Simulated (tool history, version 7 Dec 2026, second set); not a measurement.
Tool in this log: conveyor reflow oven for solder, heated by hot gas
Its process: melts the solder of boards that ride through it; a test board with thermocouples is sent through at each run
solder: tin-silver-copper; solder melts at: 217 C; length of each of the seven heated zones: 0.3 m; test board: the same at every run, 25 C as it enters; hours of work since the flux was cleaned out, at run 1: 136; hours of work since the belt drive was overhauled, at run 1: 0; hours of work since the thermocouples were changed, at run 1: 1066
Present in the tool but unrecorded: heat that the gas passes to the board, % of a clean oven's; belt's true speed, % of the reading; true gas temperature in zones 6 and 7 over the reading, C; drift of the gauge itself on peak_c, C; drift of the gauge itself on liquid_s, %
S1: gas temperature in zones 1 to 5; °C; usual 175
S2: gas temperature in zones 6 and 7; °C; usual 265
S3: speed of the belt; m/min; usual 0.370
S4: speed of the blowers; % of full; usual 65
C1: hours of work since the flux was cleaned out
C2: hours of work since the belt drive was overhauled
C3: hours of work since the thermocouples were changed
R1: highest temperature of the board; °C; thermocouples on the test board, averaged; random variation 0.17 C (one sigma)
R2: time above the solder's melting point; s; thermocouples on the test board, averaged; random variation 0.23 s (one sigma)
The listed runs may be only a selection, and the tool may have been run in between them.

{"run": 1, "hour": 0.0, "S1": 175, "S2": 265, "S3": 0.37, "S4": 65, "C1": 136, "C2": 0, "C3": 1066, "R1": 243.2, "R2": 61.8}
{"run": 2, "hour": 39.5, "S1": 175, "S2": 265, "S3": 0.37, "S4": 65, "C1": 163, "C2": 27, "C3": 1093, "R1": 243.0, "R2": 61.6}
{"run": 3, "hour": 70.0, "S1": 175, "S2": 265, "S3": 0.37, "S4": 65, "C1": 184, "C2": 48, "C3": 1114, "R1": 242.9, "R2": 61.0}
{"hour": 87.7, "done": "thermocouples of zones 6 and 7 changed"}
{"run": 4, "hour": 105.2, "S1": 161, "S2": 265, "S3": 0.37, "S4": 65, "C1": 207, "C2": 71, "C3": 12, "R1": 241.1, "R2": 53.4}
{"run": 5, "hour": 145.9, "S1": 161, "S2": 265, "S3": 0.37, "S4": 65, "C1": 235, "C2": 99, "C3": 40, "R1": 241.0, "R2": 52.7}
{"run": 6, "hour": 188.4, "S1": 161, "S2": 265, "S3": 0.37, "S4": 65, "C1": 264, "C2": 128, "C3": 69, "R1": 240.8, "R2": 52.4}
{"run": 7, "hour": 216.3, "S1": 161, "S2": 265, "S3": 0.37, "S4": 65, "C1": 283, "C2": 147, "C3": 88, "R1": 240.4, "R2": 52.0}
{"run": 8, "hour": 251.6, "S1": 175, "S2": 265, "S3": 0.37, "S4": 65, "C1": 307, "C2": 171, "C3": 112, "R1": 243.4, "R2": 62.0}
{"run": 9, "hour": 286.9, "S1": 175, "S2": 265, "S3": 0.37, "S4": 65, "C1": 331, "C2": 195, "C3": 136, "R1": 243.6, "R2": 61.6}
{"run": 10, "hour": 312.6, "S1": 175, "S2": 265, "S3": 0.37, "S4": 65, "C1": 349, "C2": 213, "C3": 154, "R1": 243.3, "R2": 61.6}
{"run": 11, "hour": 338.7, "S1": 175, "S2": 265, "S3": 0.37, "S4": 65, "C1": 367, "C2": 231, "C3": 172, "R1": 243.1, "R2": 61.3}
{"hour": 374.8, "done": "flux residue cleaned out of gas plates and filters"}
{"run": 12, "hour": 384.0, "S1": 176, "S2": 265, "S3": 0.309, "S4": 53, "C1": 6, "C2": 258, "C3": 200, "R1": 248.0, "R2": 83.7}
{"run": 13, "hour": 403.3, "S1": 180, "S2": 266, "S3": 0.374, "S4": 86, "C1": 20, "C2": 271, "C3": 213, "R1": 250.8, "R2": 73.8}
{"run": 14, "hour": 429.8, "S1": 187, "S2": 253, "S3": 0.417, "S4": 68, "C1": 38, "C2": 290, "C3": 231, "R1": 235.2, "R2": 49.5}
{"run": 15, "hour": 463.5, "S1": 189, "S2": 269, "S3": 0.349, "S4": 57, "C1": 61, "C2": 313, "C3": 254, "R1": 251.1, "R2": 83.3}
{"run": 16, "hour": 482.3, "S1": 189, "S2": 259, "S3": 0.349, "S4": 57, "C1": 74, "C2": 326, "C3": 267, "R1": 242.5, "R2": 74.0}
{"run": 17, "hour": 501.5, "S1": 189, "S2": 259, "S3": 0.349, "S4": 57, "C1": 87, "C2": 339, "C3": 280, "R1": 242.6, "R2": 74.0}

Measured minus without-hidden-state, run by run (identical run-to-run variation in each term; gauge scatter may differ):
run=1 R1=-2.5 R2=-3.3
run=2 R1=-2.6 R2=-3.5
run=3 R1=-2.9 R2=-3.8
run=4 R1=-1.7 R2=-2.6
run=5 R1=-1.9 R2=-3.0
run=6 R1=-2.2 R2=-3.3
run=7 R1=-2.3 R2=-3.6
run=8 R1=-2.2 R2=-3.2
run=9 R1=-2.4 R2=-3.4
run=10 R1=-2.5 R2=-3.6
run=11 R1=-2.6 R2=-3.8
run=12 R1=-0.6 R2=-0.2
run=13 R1=-0.7 R2=-0.3
run=14 R1=-0.7 R2=-1.0
run=15 R1=-0.9 R2=-0.4
run=16 R1=-1.0 R2=-0.8
run=17 R1=-0.9 R2=-0.9
